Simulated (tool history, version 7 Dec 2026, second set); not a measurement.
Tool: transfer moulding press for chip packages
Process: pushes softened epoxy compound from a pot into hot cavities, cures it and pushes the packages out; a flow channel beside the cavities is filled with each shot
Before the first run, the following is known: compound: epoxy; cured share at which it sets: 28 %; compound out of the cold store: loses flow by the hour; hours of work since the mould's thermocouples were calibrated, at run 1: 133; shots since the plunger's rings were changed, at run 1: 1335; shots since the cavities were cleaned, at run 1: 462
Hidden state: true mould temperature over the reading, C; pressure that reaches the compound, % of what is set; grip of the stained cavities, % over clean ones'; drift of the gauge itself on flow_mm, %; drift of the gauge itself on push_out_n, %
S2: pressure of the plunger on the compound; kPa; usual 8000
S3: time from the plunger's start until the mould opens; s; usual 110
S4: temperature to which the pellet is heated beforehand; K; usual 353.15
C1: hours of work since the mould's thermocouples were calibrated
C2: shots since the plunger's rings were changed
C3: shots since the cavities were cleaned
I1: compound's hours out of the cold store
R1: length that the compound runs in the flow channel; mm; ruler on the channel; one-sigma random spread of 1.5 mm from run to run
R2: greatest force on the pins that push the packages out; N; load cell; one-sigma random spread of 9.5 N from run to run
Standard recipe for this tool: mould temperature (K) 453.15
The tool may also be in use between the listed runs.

run 1 day=0.000 | mould_temperature_(K)=453.15 S2=8000 S3=110 S4=353.15 | C1=133 C2=1335 C3=462 | I1=16.8 | R1=902 R2=442
-- day=2.142 cavities cleaned with cleaning compound and waxed
run 2 day=2.142 | mould_temperature_(K)=453.15 S2=8000 S3=110 S4=353.15 | C1=157 C2=1759 C3=0 | I1=17.7 | R1=896 R2=418
run 3 day=4.108 | mould_temperature_(K)=453.15 S2=8000 S3=110 S4=353.15 | C1=179 C2=2160 C3=401 | I1=37.9 | R1=790 R2=398
-- day=6.575 cavities cleaned with cleaning compound and waxed
run 4 day=6.608 | mould_temperature_(K)=453.15 S2=8000 S3=110 S4=353.15 | C1=206 C2=2656 C3=6 | I1=36.6 | R1=795 R2=410
run 5 day=8.625 | mould_temperature_(K)=453.15 S2=8000 S3=110 S4=353.15 | C1=229 C2=3067 C3=417 | I1=11.1 | R1=934 R2=455
run 6 day=10.679 | mould_temperature_(K)=453.15 S2=9570 S3=110 S4=353.15 | C1=252 C2=3485 C3=835 | I1=40.1 | R1=850 R2=399
-- day=11.008 cavities cleaned with cleaning compound and waxed
-- day=11.867 plunger's sealing rings changed
run 7 day=12.983 | mould_temperature_(K)=453.15 S2=8000 S3=117 S4=353.15 | C1=276 C2=227 C3=382 | I1=24.6 | R1=858 R2=371
run 8 day=15.179 | mould_temperature_(K)=449.15 S2=8000 S3=110 S4=353.15 | C1=300 C2=674 C3=829 | I1=38.2 | R1=799 R2=485
-- day=15.508 cavities cleaned with cleaning compound and waxed
run 9 day=17.200 | mould_temperature_(K)=449.15 S2=8000 S3=110 S4=353.15 | C1=322 C2=1073 C3=345 | I1=16.2 | R1=921 R2=568
run 10 day=19.208 | mould_temperature_(K)=453.15 S2=6470 S3=110 S4=353.15 | C1=345 C2=1482 C3=754 | I1=47.5 | R1=668 R2=394
-- day=19.950 cavities cleaned with cleaning compound and waxed
run 11 day=21.042 | mould_temperature_(K)=453.15 S2=6470 S3=110 S4=353.15 | C1=365 C2=1843 C3=222 | I1=37.9 | R1=711 R2=392
run 12 day=23.229 | mould_temperature_(K)=453.15 S2=6470 S3=110 S4=353.15 | C1=389 C2=2288 C3=667 | I1=38.1 | R1=707 R2=412
-- day=24.367 cavities cleaned with cleaning compound and waxed
run 13 day=25.604 | mould_temperature_(K)=453.15 S2=6470 S3=110 S4=353.15 | C1=415 C2=2759 C3=251 | I1=27.2 | R1=758 R2=422
run 14 day=28.383 | mould_temperature_(K)=453.15 S2=6470 S3=110 S4=353.15 | C1=446 C2=3326 C3=818 | I1=26.1 | R1=761 R2=422
-- day=28.808 cavities cleaned with cleaning compound and waxed
-- day=29.092 mould's thermocouples calibrated
-- day=30.446 plunger's sealing rings changed
run 15 day=31.529 | mould_temperature_(K)=453.15 S2=6470 S3=110 S4=353.15 | C1=26 C2=220 C3=515 | I1=27.4 | R1=756 R2=415
run 16 day=33.033 | mould_temperature_(K)=452.15 S2=7590 S3=141 S4=355.15 | C1=43 C2=527 C3=822 | I1=20.3 | R1=863 R2=331
-- day=33.500 cavities cleaned with cleaning compound and waxed
run 17 day=34.804 | mould_temperature_(K)=452.15 S2=7590 S3=141 S4=355.15 | C1=62 C2=875 C3=266 | I1=40.8 | R1=755 R2=317
run 18 day=36.879 | mould_temperature_(K)=458.15 S2=9070 S3=111 S4=349.15 | C1=85 C2=1298 C3=689 | I1=8.5 | R1=996 R2=355
-- day=37.958 cavities cleaned with cleaning compound and waxed
run 19 day=39.458 | mould_temperature_(K)=458.15 S2=9070 S3=111 S4=349.15 | C1=114 C2=1811 C3=306 | I1=24.5 | R1=894 R2=347
run 20 day=41.008 | mould_temperature_(K)=458.15 S2=9070 S3=111 S4=349.15 | C1=131 C2=2126 C3=621 | I1=37.5 | R1=827 R2=346
run 21 day=42.188 | mould_temperature_(K)=458.15 S2=9070 S3=101 S4=363.15 | C1=144 C2=2366 C3=861 | I1=11.3 | R1=970 R2=399
-- day=42.446 cavities cleaned with cleaning compound and waxed
run 22 day=44.079 | mould_temperature_(K)=458.15 S2=9070 S3=101 S4=363.15 | C1=165 C2=2739 C3=332 | I1=16.8 | R1=941 R2=380
run 23 day=45.417 | mould_temperature_(K)=458.15 S2=9070 S3=101 S4=363.15 | C1=180 C2=3012 C3=605 | I1=29.1 | R1=871 R2=359
-- day=46.858 cavities cleaned with cleaning compound and waxed
run 24 day=48.283 | mould_temperature_(K)=447.15 S2=9070 S3=101 S4=363.15 | C1=211 C2=3583 C3=291 | I1=30.4 | R1=903 R2=741
-- day=48.838 plunger's sealing rings changed
run 25 day=51.042 | mould_temperature_(K)=453.15 S2=8500 S3=103 S4=346.15 | C1=241 C2=449 C3=832 | I1=15.1 | R1=938 R2=510
-- day=51.458 cavities cleaned with cleaning compound and waxed
run 26 day=53.188 | mould_temperature_(K)=449.15 S2=7430 S3=110 S4=350.15 | C1=264 C2=873 C3=353 | I1=25.8 | R1=834 R2=558
run 27 day=54.988 | mould_temperature_(K)=449.15 S2=7430 S3=110 S4=350.15 | C1=284 C2=1240 C3=720 | I1=19.9 | R1=865 R2=554

Each row is a separate what-if for the run after 27, all from the same tool condition, not one after another. Results?
-- day=55.867 cavities cleaned with cleaning compound and waxed
run A day=56.658 | mould_temperature_(K)=447.15 S2=6070 S3=95 S4=350.15 | C1=302 C2=1567 C3=161 | I1=37.5 | R1=? R2=?
-- day=55.867 cavities cleaned with cleaning compound and waxed
run B day=56.658 | mould_temperature_(K)=453.15 S2=6330 S3=98 S4=354.15 | C1=302 C2=1567 C3=161 | I1=41.3 | R1=? R2=?
-- day=55.867 cavities cleaned with cleaning compound and waxed
run C day=56.658 | mould_temperature_(K)=459.15 S2=6280 S3=110 S4=353.15 | C1=302 C2=1567 C3=161 | I1=45.2 | R1=? R2=?
-- day=55.867 cavities cleaned with cleaning compound and waxed
run D day=56.658 | mould_temperature_(K)=449.15 S2=6600 S3=110 S4=352.15 | C1=302 C2=1567 C3=161 | I1=36.0 | R1=? R2=?

run=A R1=707 R2=827
run=B R1=687 R2=492
run=C R1=654 R2=316
run=D R1=739 R2=532
Stripped of hidden state, with their random variation kept, the same runs would have yielded:
run=A R1=708 R2=823
run=B R1=687 R2=490
run=C R1=654 R2=314
run=D R1=739 R2=530
